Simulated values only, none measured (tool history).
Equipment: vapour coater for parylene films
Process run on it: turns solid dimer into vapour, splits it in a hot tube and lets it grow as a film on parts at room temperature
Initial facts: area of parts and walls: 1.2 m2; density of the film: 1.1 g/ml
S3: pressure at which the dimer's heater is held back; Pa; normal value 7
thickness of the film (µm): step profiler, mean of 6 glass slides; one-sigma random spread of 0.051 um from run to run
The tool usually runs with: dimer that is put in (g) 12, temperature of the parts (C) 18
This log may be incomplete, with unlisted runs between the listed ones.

Run 1, hour 0: usual settings. Result: thickness of the film (µm) 5.88.
Run 2, hour 20.2: usual settings. Result: thickness of the film (µm) 5.86.
Run 3, hour 32.3: usual settings but temperature of the parts (C) 11. Result: thickness of the film (µm) 8.05.
Run 4, hour 50: usual settings but temperature of the parts (C) 11. Result: thickness of the film (µm) 8.06.
Run 5, hour 64.9: usual settings but temperature of the parts (C) 11. Result: thickness of the film (µm) 7.86.
Run 6, hour 73.9: usual settings but temperature of the parts (C) 11. Result: thickness of the film (µm) 7.98.
Run 7, hour 83.9: usual settings but temperature of the parts (C) 11, S3 4.25 Pa. Result: thickness of the film (µm) 8.21.
Run 8, hour 103.2: usual settings but temperature of the parts (C) 29. Result: thickness of the film (µm) 3.57.
Run 9, hour 117.9: usual settings but dimer that is put in (g) 13. Result: thickness of the film (µm) 6.35.
Run 10, hour 129.5: usual settings but dimer that is put in (g) 20, S3 10.3 Pa. Result: thickness of the film (µm) 9.39.
Run 11, hour 146.2: usual settings but dimer that is put in (g) 17, S3 10.3 Pa. Result: thickness of the film (µm) 8.03.
Run 12, hour 157.3: usual settings but dimer that is put in (g) 16, temperature of the parts (C) 19, S3 10.3 Pa. Result: thickness of the film (µm) 7.32.
Run 13, hour 178: usual settings but dimer that is put in (g) 11, temperature of the parts (C) 22, S3 3.69 Pa. Result: thickness of the film (µm) 4.74.
Run 14, hour 192.7: usual settings but dimer that is put in (g) 11, temperature of the parts (C) 22, S3 3.69 Pa. Result: thickness of the film (µm) 4.73.
Run 15, hour 212.7: usual settings but dimer that is put in (g) 6, temperature of the parts (C) 20, S3 2.15 Pa. Result: thickness of the film (µm) 2.99.
Run 16, hour 230.8: usual settings but dimer that is put in (g) 6, temperature of the parts (C) 20, S3 2.15 Pa. Result: thickness of the film (µm) 2.98.
Run 17, hour 250: usual settings but dimer that is put in (g) 6, temperature of the parts (C) 24, S3 2.4 Pa. Result: thickness of the film (µm) 2.47.
Run 18, hour 264.5: usual settings but dimer that is put in (g) 16, S3 7.52 Pa. Result: thickness of the film (µm) 7.72.

Below are 5 alternative next runs, each starting from the tool's condition after run 18. Predict each:
Run A, hour 278.4: usual settings but dimer that is put in (g) 7, temperature of the parts (C) 25, S3 7.52 Pa. Result: thickness of the film (µm) ?.
Run B, hour 278.4: usual settings but dimer that is put in (g) 9, temperature of the parts (C) 15, S3 8.19 Pa. Result: thickness of the film (µm) ?.
Run C, hour 278.4: usual settings but dimer that is put in (g) 16, S3 5.98 Pa. Result: thickness of the film (µm) ?.
Run D, hour 278.4: usual settings but dimer that is put in (g) 6, S3 7.52 Pa. Result: thickness of the film (µm) ?.
Run E, hour 278.4: usual settings but dimer that is put in (g) 11. Result: thickness of the film (µm) ?.

run  thickness of the film (µm)
  A                        2.47
  B                        4.92
  C                        7.87
  D                        2.91
  E                        5.39
Without the tool's hidden state the same runs would have given:
run  thickness of the film (µm)
  A                        2.49
  B                        4.94
  C                         7.9
  D                        2.92
  E                        5.42
